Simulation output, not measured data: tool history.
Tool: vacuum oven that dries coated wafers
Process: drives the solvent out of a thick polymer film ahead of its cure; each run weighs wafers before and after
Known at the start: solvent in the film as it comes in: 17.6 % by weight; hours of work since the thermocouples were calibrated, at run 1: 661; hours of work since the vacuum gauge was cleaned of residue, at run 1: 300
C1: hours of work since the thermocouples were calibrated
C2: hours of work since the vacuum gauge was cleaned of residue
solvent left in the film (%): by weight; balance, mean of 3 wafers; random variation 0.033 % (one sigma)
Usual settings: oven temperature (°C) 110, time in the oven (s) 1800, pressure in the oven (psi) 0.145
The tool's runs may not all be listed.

Run 1, hour 0: usual settings; C1 661; C2 300. Result: solvent left in the film (%) 2.04.
Run 2, hour 12.2: usual settings but pressure in the oven (psi) 0.332; C1 670; C2 309. Result: solvent left in the film (%) 3.22.
Run 3, hour 26.4: usual settings but pressure in the oven (psi) 0.332; C1 681; C2 319. Result: solvent left in the film (%) 3.25.
Run 4, hour 34.1: usual settings but pressure in the oven (psi) 0.112; C1 686; C2 325. Result: solvent left in the film (%) 1.74.
Run 5, hour 42.8: usual settings; C1 693; C2 331. Result: solvent left in the film (%) 2.
Run 6, hour 57.6: usual settings; C1 703; C2 342. Result: solvent left in the film (%) 2.01.
Run 7, hour 66.1: usual settings; C1 710; C2 348. Result: solvent left in the film (%) 2.05.
At hour 69.1: oven's thermocouples calibrated.
Run 8, hour 82.3: usual settings; C1 10; C2 359. Result: solvent left in the film (%) 2.18.
Run 9, hour 89.1: usual settings but oven temperature (°C) 122, time in the oven (s) 1260, pressure in the oven (psi) 0.1; C1 15; C2 364. Result: solvent left in the film (%) 1.38.
Run 10, hour 99.3: usual settings but oven temperature (°C) 115, time in the oven (s) 2700, pressure in the oven (psi) 0.097; C1 22; C2 371. Result: solvent left in the film (%) 0.81.
Run 11, hour 107.4: usual settings but oven temperature (°C) 115, time in the oven (s) 2700, pressure in the oven (psi) 0.097; C1 28; C2 377. Result: solvent left in the film (%) 0.76.
Run 12, hour 115: usual settings but time in the oven (s) 1380, pressure in the oven (psi) 0.529; C1 33; C2 382. Result: solvent left in the film (%) 5.47.
Run 13, hour 126.4: usual settings but oven temperature (°C) 113, time in the oven (s) 1380, pressure in the oven (psi) 0.529; C1 42; C2 391. Result: solvent left in the film (%) 4.71.
Run 14, hour 133: usual settings but oven temperature (°C) 107, time in the oven (s) 1020, pressure in the oven (psi) 0.144; C1 47; C2 396. Result: solvent left in the film (%) 4.82.
Run 15, hour 144.4: usual settings but oven temperature (°C) 122, pressure in the oven (psi) 0.141; C1 55; C2 404. Result: solvent left in the film (%) 0.96.

Hidden state or all else? Some run-to-run changes of solvent left in the film (%), split into what the settings, what came in and random variation would give without the hidden state, and what is left for the hidden state (with any gauge scatter that isn't in both results):
The hidden state here: true wafer temperature over the reading, C; true pressure over the reading, kPa; drift of the gauge itself on solvent_pct, %.
Run 11 -> 12: oven temperature (°C) 115 -> 110, time in the oven (s) 2700 -> 1380, pressure in the oven (psi) 0.097 -> 0.529. solvent left in the film (%) +4.71: hidden state +0.45, all else +4.26.
